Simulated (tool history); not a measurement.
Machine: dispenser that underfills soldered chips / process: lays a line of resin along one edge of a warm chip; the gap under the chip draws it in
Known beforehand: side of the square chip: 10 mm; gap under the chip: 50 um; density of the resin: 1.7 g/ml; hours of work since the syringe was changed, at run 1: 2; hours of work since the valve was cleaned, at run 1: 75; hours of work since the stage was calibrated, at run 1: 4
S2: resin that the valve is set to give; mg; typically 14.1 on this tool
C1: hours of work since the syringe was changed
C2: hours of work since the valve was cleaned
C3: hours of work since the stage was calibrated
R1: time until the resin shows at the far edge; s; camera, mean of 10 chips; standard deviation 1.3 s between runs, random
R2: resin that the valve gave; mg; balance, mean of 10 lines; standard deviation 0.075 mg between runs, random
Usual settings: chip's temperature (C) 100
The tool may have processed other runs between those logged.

{"run": 1, "hour": 0.0, "chip's temperature (C)": 100, "S2": 14.1, "C1": 2, "C2": 75, "C3": 4, "R1": 136.4, "R2": 13.33}
{"run": 2, "hour": 3.4, "chip's temperature (C)": 100, "S2": 14.1, "C1": 4, "C2": 77, "C3": 6, "R1": 147.5, "R2": 13.39}
{"hour": 7.0, "done": "new syringe of resin"}
{"run": 3, "hour": 7.6, "chip's temperature (C)": 100, "S2": 12.1, "C1": 0, "C2": 80, "C3": 8, "R1": 132.5, "R2": 11.39}
{"run": 4, "hour": 10.3, "chip's temperature (C)": 98, "S2": 14.1, "C1": 2, "C2": 81, "C3": 10, "R1": 144.5, "R2": 13.31}
{"run": 5, "hour": 14.7, "chip's temperature (C)": 98, "S2": 14.1, "C1": 5, "C2": 84, "C3": 13, "R1": 159.0, "R2": 13.36}
{"hour": 16.4, "done": "new syringe of resin"}
{"run": 6, "hour": 17.0, "chip's temperature (C)": 98, "S2": 14.1, "C1": 0, "C2": 85, "C3": 14, "R1": 134.0, "R2": 13.17}
{"run": 7, "hour": 19.3, "chip's temperature (C)": 98, "S2": 14.1, "C1": 2, "C2": 87, "C3": 15, "R1": 142.4, "R2": 13.21}
{"run": 8, "hour": 21.8, "chip's temperature (C)": 98, "S2": 14.1, "C1": 3, "C2": 88, "C3": 17, "R1": 148.9, "R2": 13.19}
{"run": 9, "hour": 24.0, "chip's temperature (C)": 98, "S2": 14.1, "C1": 5, "C2": 90, "C3": 18, "R1": 156.0, "R2": 13.11}
{"hour": 25.9, "done": "new syringe of resin"}
{"run": 10, "hour": 27.5, "chip's temperature (C)": 98, "S2": 14.1, "C1": 1, "C2": 91, "C3": 20, "R1": 141.9, "R2": 13.24}
{"run": 11, "hour": 29.9, "chip's temperature (C)": 98, "S2": 14.1, "C1": 2, "C2": 93, "C3": 22, "R1": 148.6, "R2": 13.23}
{"run": 12, "hour": 32.5, "chip's temperature (C)": 107, "S2": 14.1, "C1": 4, "C2": 94, "C3": 23, "R1": 127.6, "R2": 13.17}
{"hour": 35.2, "done": "new syringe of resin"}
{"run": 13, "hour": 35.9, "chip's temperature (C)": 102, "S2": 14.1, "C1": 0, "C2": 96, "C3": 25, "R1": 125.9, "R2": 13.06}
{"run": 14, "hour": 39.4, "chip's temperature (C)": 102, "S2": 14.1, "C1": 3, "C2": 98, "C3": 27, "R1": 135.4, "R2": 13.11}
{"run": 15, "hour": 43.5, "chip's temperature (C)": 97, "S2": 14.1, "C1": 5, "C2": 101, "C3": 30, "R1": 171.8, "R2": 13.01}
{"hour": 44.7, "done": "new syringe of resin"}
{"run": 16, "hour": 46.0, "chip's temperature (C)": 97, "S2": 14.1, "C1": 1, "C2": 102, "C3": 31, "R1": 143.1, "R2": 12.92}
{"hour": 49.3, "done": "dispensing valve cleaned and set on the balance"}
{"run": 17, "hour": 50.0, "chip's temperature (C)": 97, "S2": 14.1, "C1": 3, "C2": 0, "C3": 33, "R1": 151.8, "R2": 13.95}
{"run": 18, "hour": 52.4, "chip's temperature (C)": 97, "S2": 14.8, "C1": 4, "C2": 2, "C3": 34, "R1": 158.5, "R2": 14.76}
{"run": 19, "hour": 54.5, "chip's temperature (C)": 97, "S2": 14.8, "C1": 5, "C2": 3, "C3": 36, "R1": 165.1, "R2": 14.69}
{"hour": 55.2, "done": "new syringe of resin"}
{"run": 20, "hour": 57.3, "chip's temperature (C)": 110, "S2": 12.5, "C1": 1, "C2": 5, "C3": 37, "R1": 106.4, "R2": 12.54}
{"run": 21, "hour": 59.8, "chip's temperature (C)": 113, "S2": 16.4, "C1": 3, "C2": 6, "C3": 39, "R1": 101.5, "R2": 16.16}
{"run": 22, "hour": 62.9, "chip's temperature (C)": 86, "S2": 13.3, "C1": 5, "C2": 8, "C3": 41, "R1": 223.6, "R2": 13.14}
{"hour": 64.5, "done": "new syringe of resin"}
{"run": 23, "hour": 66.5, "chip's temperature (C)": 101, "S2": 17.3, "C1": 1, "C2": 10, "C3": 43, "R1": 127.9, "R2": 17.05}
{"run": 24, "hour": 69.8, "chip's temperature (C)": 89, "S2": 13.5, "C1": 3, "C2": 12, "C3": 45, "R1": 190.3, "R2": 13.48}
{"run": 25, "hour": 71.8, "chip's temperature (C)": 115, "S2": 13.2, "C1": 4, "C2": 13, "C3": 46, "R1": 104.1, "R2": 13.03}
{"hour": 74.0, "done": "new syringe of resin"}
{"run": 26, "hour": 75.1, "chip's temperature (C)": 115, "S2": 16.8, "C1": 1, "C2": 15, "C3": 48, "R1": 88.3, "R2": 16.61}
{"run": 27, "hour": 78.9, "chip's temperature (C)": 115, "S2": 15.3, "C1": 3, "C2": 17, "C3": 50, "R1": 97.0, "R2": 15.01}
{"hour": 83.4, "done": "new syringe of resin"}
{"run": 28, "hour": 83.7, "chip's temperature (C)": 112, "S2": 17.8, "C1": 0, "C2": 20, "C3": 53, "R1": 95.1, "R2": 17.48}
{"run": 29, "hour": 87.6, "chip's temperature (C)": 112, "S2": 17.8, "C1": 3, "C2": 23, "C3": 55, "R1": 102.2, "R2": 17.43}
{"run": 30, "hour": 91.4, "chip's temperature (C)": 95, "S2": 15.1, "C1": 5, "C2": 25, "C3": 57, "R1": 172.6, "R2": 14.72}
{"hour": 92.9, "done": "new syringe of resin"}
{"run": 31, "hour": 94.0, "chip's temperature (C)": 89, "S2": 14.1, "C1": 1, "C2": 26, "C3": 59, "R1": 171.1, "R2": 13.87}
{"run": 32, "hour": 96.1, "chip's temperature (C)": 89, "S2": 14.1, "C1": 2, "C2": 28, "C3": 60, "R1": 177.7, "R2": 13.86}
{"run": 33, "hour": 98.4, "chip's temperature (C)": 108, "S2": 12.1, "C1": 3, "C2": 29, "C3": 61, "R1": 119.2, "R2": 11.9}
{"hour": 102.4, "done": "new syringe of resin"}
{"run": 34, "hour": 103.2, "chip's temperature (C)": 108, "S2": 12.1, "C1": 0, "C2": 32, "C3": 64, "R1": 107.3, "R2": 11.83}
{"run": 35, "hour": 107.2, "chip's temperature (C)": 93, "S2": 12.1, "C1": 3, "C2": 34, "C3": 67, "R1": 168.6, "R2": 11.73}

Some steps in R1, run to run, broken into two amounts with sign: the step expected even without the hidden condition (settings, incoming material, random variation), and the rest, left for the hidden condition together with whatever gauge scatter is not in both the measured and the hidden-condition-free result:
The hidden state here: resin's viscosity, % of fresh resin's; dose that the valve gives, % of what is set; true chip temperature over the reading, C; drift of the gauge itself on fill_s, %; drift of the gauge itself on given_mg, %.
Run 15 -> 16: new syringe of resin. R1 -28.7 s: hidden state -27.3, all else -1.4.
Run 21 -> 22: chip's temperature (C) 113 -> 86, S2 16.4 -> 13.3. R1 +122.1 s: hidden state +26.2, all else +95.9.
Run 22 -> 23: chip's temperature (C) 86 -> 101, S2 13.3 -> 17.3, new syringe of resin. R1 -95.7 s: hidden state -31.2, all else -64.5.
Run 24 -> 25: chip's temperature (C) 89 -> 115, S2 13.5 -> 13.2. R1 -86.2 s: hidden state -5.8, all else -80.4.

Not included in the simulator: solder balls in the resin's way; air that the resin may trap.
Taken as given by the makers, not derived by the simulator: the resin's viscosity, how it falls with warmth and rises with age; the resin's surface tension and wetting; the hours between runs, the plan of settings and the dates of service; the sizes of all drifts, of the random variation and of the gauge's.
